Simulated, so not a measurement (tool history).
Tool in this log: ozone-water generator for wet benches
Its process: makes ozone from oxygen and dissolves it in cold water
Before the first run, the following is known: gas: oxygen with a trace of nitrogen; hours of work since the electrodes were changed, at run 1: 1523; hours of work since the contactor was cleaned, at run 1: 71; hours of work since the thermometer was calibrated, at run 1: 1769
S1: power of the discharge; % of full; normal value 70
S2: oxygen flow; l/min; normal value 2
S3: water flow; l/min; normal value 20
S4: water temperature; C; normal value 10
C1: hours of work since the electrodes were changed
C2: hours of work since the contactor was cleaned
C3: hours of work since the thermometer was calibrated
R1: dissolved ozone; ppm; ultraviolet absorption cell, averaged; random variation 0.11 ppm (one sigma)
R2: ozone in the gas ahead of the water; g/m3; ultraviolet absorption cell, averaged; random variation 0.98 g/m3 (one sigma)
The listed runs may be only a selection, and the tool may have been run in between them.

run 1 hour=0 | S1=70 S2=2 S3=20 S4=10 | C1=1523 C2=71 C3=1769 | R1=8.5 R2=157.8
run 2 hour=80.4 | S1=70 S2=2 S3=20 S4=8 | C1=1579 C2=128 C3=1825 | R1=8.8 R2=158
run 3 hour=155 | S1=70 S2=2 S3=20 S4=8 | C1=1632 C2=180 C3=1877 | R1=8.7 R2=157.8
run 4 hour=216 | S1=70 S2=2 S3=20 S4=10 | C1=1674 C2=222 C3=1920 | R1=8.6 R2=156.3
run 5 hour=281.8 | S1=70 S2=2 S3=20 S4=10 | C1=1720 C2=268 C3=1966 | R1=8.7 R2=157.9
run 6 hour=361.1 | S1=70 S2=2 S3=20 S4=10 | C1=1776 C2=324 C3=2021 | R1=8.4 R2=158.2
run 7 hour=434.2 | S1=70 S2=2 S3=20 S4=10 | C1=1827 C2=375 C3=2072 | R1=8.4 R2=156.2
run 8 hour=519.1 | S1=70 S2=2 S3=20 S4=10 | C1=1886 C2=434 C3=2132 | R1=8.5 R2=156.1
run 9 hour=570.6 | S1=70 S2=1.26 S3=32 S4=7 | C1=1922 C2=470 C3=2168 | R1=4.4 R2=196
run 10 hour=610 | S1=70 S2=2 S3=20 S4=7 | C1=1950 C2=498 C3=2195 | R1=8.3 R2=155.3
run 11 hour=654.9 | S1=70 S2=2 S3=27 S4=9 | C1=1981 C2=529 C3=2227 | R1=6.3 R2=153.7
run 12 hour=727.5 | S1=70 S2=1.28 S3=20 S4=6 | C1=2032 C2=580 C3=2277 | R1=7.4 R2=194.2
run 13 hour=807.2 | S1=75 S2=2 S3=18 S4=6 | C1=2088 C2=636 C3=2333 | R1=9.9 R2=161.5

Some steps in R1, run to run, broken into two amounts with sign: the step expected even without the hidden condition (settings, incoming material, random variation), and the rest, left for the hidden condition together with whatever gauge scatter is not in both the measured and the hidden-condition-free result:
Unlogged tool condition in this case: yield of the discharge, % of new electrodes'; contactor's efficiency, % of a clean one's; true water temperature over the reading, C; drift of the gauge itself on ozone_ppm, %; drift of the gauge itself on gas_g_m3, %.
Run 8 -> 9: S2 2 -> 1.26, S3 20 -> 32, S4 10 -> 7. R1 -4.1 ppm: hidden state +0.3, all else -4.4.
Run 9 -> 10: S2 1.26 -> 2, S3 32 -> 20. R1 +3.9 ppm: hidden state -0.4, all else +4.3.
